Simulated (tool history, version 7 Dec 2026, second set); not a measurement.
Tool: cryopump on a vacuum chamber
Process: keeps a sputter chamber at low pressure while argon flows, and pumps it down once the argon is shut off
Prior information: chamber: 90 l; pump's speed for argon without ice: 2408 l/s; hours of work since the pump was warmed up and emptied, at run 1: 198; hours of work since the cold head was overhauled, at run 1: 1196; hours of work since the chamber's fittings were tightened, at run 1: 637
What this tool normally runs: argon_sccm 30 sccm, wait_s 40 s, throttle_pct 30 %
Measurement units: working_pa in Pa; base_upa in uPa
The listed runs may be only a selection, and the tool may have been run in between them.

run	hour	argon_sccm	wait_s	throttle_pct	hours of work since the pump was warmed up and emptied	hours of work since the cold head was overhauled	hours of work since the chamber's fittings were tightened	working_pa	base_upa
1	0.0	30	40	30	198	1196	637	0.0710	2.03
2	32.0	30	40	30	225	1222	663	0.0712	2.05
3	74.8	30	40	30	260	1257	698	0.0718	2.09
4	105.8	30	51	30	285	1283	723	0.0728	1.93
5	130.1	30	51	30	305	1303	743	0.0725	1.91
6	168.7	30	51	30	336	1334	775	0.0725	1.90
7	191.9	30	51	30	355	1353	794	0.0726	1.95
8	213.4	22	40	30	373	1371	811	0.0533	2.16
9	244.9	30	40	30	398	1396	837	0.0722	2.29
10	271.6	30	40	30	420	1418	859	0.0728	2.34
11	313.8	30	40	30	455	1453	893	0.0731	2.28
12	350.2	30	40	30	484	1482	923	0.0727	2.38
13	385.8	30	266	30	513	1511	952	0.0736	1.47
14	413.4	30	266	30	536	1534	975	0.0721	1.48
15	432.2	30	266	30	551	1549	990	0.0735	1.52
16	458.2	30	40	30	573	1570	1011	0.0736	2.54
17	488.6	30	40	30	597	1595	1036	0.0733	2.64
18	523.9	50	88	33	626	1624	1065	0.1112	2.00
19	566.4	50	88	33	661	1659	1099	0.1129	1.98
20	607.1	13	40	30	694	1692	1133	0.0334	2.71
21	650.3	44	40	30	729	1727	1168	0.1081	2.70
22	689.4	44	40	30	761	1759	1200	0.1100	2.86
23	709.0	44	40	30	777	1775	1216	0.1098	2.88
24	728.4	14	44	30	793	1791	1232	0.0345	2.85
25	746.7	47	44	36	808	1806	1247	0.0998	2.74
26	768.3	15	172	21	826	1824	1264	0.0531	2.03
27	796.1	15	172	21	848	1846	1287	0.0520	2.13
28	826.9	24	31	30	874	1872	1312	0.0594	3.38
29	866.6	28	59	25	906	1904	1345	0.0832	2.67
30	907.6	48	92	42	939	1937	1378	0.0896	2.40
# hour 940.4: pump warmed up, emptied and cooled again
31	940.5	48	92	46	0	1960	1401	0.0734	2.09
# hour 946.0: leaking fittings of the chamber tightened, without venting
32	968.6	48	92	46	21	1981	19	0.0743	0.68
33	1004.5	36	152	57	51	2011	48	0.0452	0.47

For some of the steps in working_pa from one run to the next: how much would appear even if the tool had no hidden state, given the settings, what came in and random variation, and how much remains for the hidden state plus any gauge scatter that the measured result and the result without hidden state don't share?
Hidden conditions of the tool in this case: pump's speed, % of a pump's without ice; cold plate's temperature, K; leak into the chamber, uPa l/s; drift of the gauge itself on working_pa, %; drift of the gauge itself on base_upa, %.
Run 19 -> 20: argon_sccm 50 -> 13, wait_s 88 -> 40, throttle_pct 33 -> 30. working_pa -0.0795 Pa: hidden state -0.0047, all else -0.0748.
Run 20 -> 21: argon_sccm 13 -> 44. working_pa +0.0747 Pa: hidden state +0.0045, all else +0.0702.
Run 23 -> 24: argon_sccm 44 -> 14, wait_s 40 -> 44. working_pa -0.0753 Pa: hidden state -0.0045, all else -0.0708.
Run 24 -> 25: argon_sccm 14 -> 47, throttle_pct 30 -> 36. working_pa +0.0653 Pa: hidden state +0.0053, all else +0.0600.
Run 25 -> 26: argon_sccm 47 -> 15, wait_s 44 -> 172, throttle_pct 36 -> 21. working_pa -0.0467 Pa: hidden state -0.0051, all else -0.0416.
Run 30 -> 31: throttle_pct 42 -> 46, pump warmed up, emptied and cooled again. working_pa -0.0162 Pa: hidden state -0.0088, all else -0.0074.
